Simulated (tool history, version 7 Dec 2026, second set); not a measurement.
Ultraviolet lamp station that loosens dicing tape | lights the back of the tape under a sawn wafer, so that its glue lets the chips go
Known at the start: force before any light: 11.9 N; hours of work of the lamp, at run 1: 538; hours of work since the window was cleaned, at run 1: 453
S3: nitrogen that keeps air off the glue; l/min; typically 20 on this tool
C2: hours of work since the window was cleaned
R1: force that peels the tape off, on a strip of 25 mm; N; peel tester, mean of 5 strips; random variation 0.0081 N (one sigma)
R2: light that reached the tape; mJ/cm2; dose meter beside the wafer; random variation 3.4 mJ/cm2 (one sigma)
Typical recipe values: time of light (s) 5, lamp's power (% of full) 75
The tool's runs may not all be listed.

{"run": 1, "hour": 0.0, "time of light (s)": 5, "lamp's power (% of full)": 75, "S3": 20, "hours of work of the lamp": 538, "C2": 453, "R1": 0.722, "R2": 395}
{"run": 2, "hour": 64.8, "time of light (s)": 5, "lamp's power (% of full)": 75, "S3": 20, "hours of work of the lamp": 568, "C2": 483, "R1": 0.757, "R2": 393}
{"run": 3, "hour": 162.9, "time of light (s)": 5, "lamp's power (% of full)": 75, "S3": 20, "hours of work of the lamp": 613, "C2": 528, "R1": 0.817, "R2": 381}
{"run": 4, "hour": 216.9, "time of light (s)": 5, "lamp's power (% of full)": 75, "S3": 20, "hours of work of the lamp": 638, "C2": 553, "R1": 0.875, "R2": 376}
{"run": 5, "hour": 266.6, "time of light (s)": 5, "lamp's power (% of full)": 64, "S3": 20, "hours of work of the lamp": 661, "C2": 576, "R1": 1.255, "R2": 310}
{"run": 6, "hour": 327.6, "time of light (s)": 5, "lamp's power (% of full)": 64, "S3": 20, "hours of work of the lamp": 689, "C2": 604, "R1": 1.278, "R2": 311}
{"run": 7, "hour": 371.8, "time of light (s)": 5, "lamp's power (% of full)": 64, "S3": 20, "hours of work of the lamp": 710, "C2": 625, "R1": 1.31, "R2": 302}
{"run": 8, "hour": 435.6, "time of light (s)": 5, "lamp's power (% of full)": 67, "S3": 9, "hours of work of the lamp": 739, "C2": 654, "R1": 2.209, "R2": 318}
{"hour": 478.0, "done": "window cleaned of glue's vapour"}
{"run": 9, "hour": 482.5, "time of light (s)": 3, "lamp's power (% of full)": 70, "S3": 9, "hours of work of the lamp": 760, "C2": 2, "R1": 3.72, "R2": 206}
{"run": 10, "hour": 567.5, "time of light (s)": 3, "lamp's power (% of full)": 86, "S3": 10, "hours of work of the lamp": 800, "C2": 41, "R1": 2.953, "R2": 245}
{"run": 11, "hour": 625.7, "time of light (s)": 5, "lamp's power (% of full)": 82, "S3": 7, "hours of work of the lamp": 827, "C2": 68, "R1": 1.791, "R2": 390}

How would selected steps in R1 from run to run divide? Give the signed amount a tool lacking its hidden state would still show from settings, what came in and random variation, and the signed amount left for the hidden state, including any gauge scatter that is not in both of the compared results.
Hidden state present: lamp's light, % of a new lamp's; light that the window lets through, % of a clean one's; drift of the gauge itself on peel_n, %; drift of the gauge itself on dose_mj_cm2, %.
Run 7 -> 8: lamp's power (% of full) 64 -> 67, S3 20 -> 9. R1 +0.899 N: hidden state +0.476, all else +0.423.
Run 8 -> 9: time of light (s) 5 -> 3, lamp's power (% of full) 67 -> 70, window cleaned of glue's vapour. R1 +1.511 N: hidden state +0.236, all else +1.275.

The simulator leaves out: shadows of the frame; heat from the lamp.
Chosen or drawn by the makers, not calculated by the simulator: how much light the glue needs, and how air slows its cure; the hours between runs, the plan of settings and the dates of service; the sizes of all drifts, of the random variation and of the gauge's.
